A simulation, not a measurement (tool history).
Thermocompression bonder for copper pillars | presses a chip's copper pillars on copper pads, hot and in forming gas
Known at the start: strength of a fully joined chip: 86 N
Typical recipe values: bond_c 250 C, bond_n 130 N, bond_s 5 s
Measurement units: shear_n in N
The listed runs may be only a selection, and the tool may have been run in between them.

run,day,bond_c,bond_n,bond_s,shear_n
1,0,250,130,5,38
2,0.342,250,130,5,39.6
3,0.792,250,130,5,39.4
4,1.008,250,130,5,39
5,1.329,250,130,5,38.8
# day 1.483: heater calibrated with a thermocouple chip
6,1.842,250,130,5,31.8
7,2.208,250,130,5,31.8
8,2.596,250,141,5,34.6
9,3.038,250,141,5,36
10,3.338,252,141,5,35.2
11,3.667,252,141,5,35.4
12,3.962,252,141,5,35.7
13,4.175,252,141,5,35.6
14,4.608,252,141,5,35
15,5.062,250,130,5,31.8
16,5.271,250,130,5,31.6
17,5.696,250,134,10,42.9
18,5.908,250,134,10,42.4
19,6.333,250,130,9,39.7
20,6.554,250,161,11,50.3
21,6.796,250,130,9,39.9
22,7.192,239,132,8,32.7
23,7.471,239,132,8,32.8
24,7.767,250,166,6,43.3
25,8,223,136,3,17.4
26,8.296,223,136,3,17.1
27,8.729,264,130,5,38.9
28,9.162,226,130,13,32.6
29,9.508,222,130,13,29.7
30,9.967,222,161,14,37.4
31,10.246,260,161,14,59.6
32,10.604,225,173,14,42.1

3 ways to go on from here, each from the tool as it stands after run 32. What would each give?
A,10.946,265,183,14,?
B,10.946,279,162,7,?
C,10.946,250,130,6,?

run,shear_n
A,65.6
B,59.9
C,34.5
Stripped of hidden state, with their random variation kept, the same runs would have yielded:
run,shear_n
A,70.3
B,63.8
C,36.2

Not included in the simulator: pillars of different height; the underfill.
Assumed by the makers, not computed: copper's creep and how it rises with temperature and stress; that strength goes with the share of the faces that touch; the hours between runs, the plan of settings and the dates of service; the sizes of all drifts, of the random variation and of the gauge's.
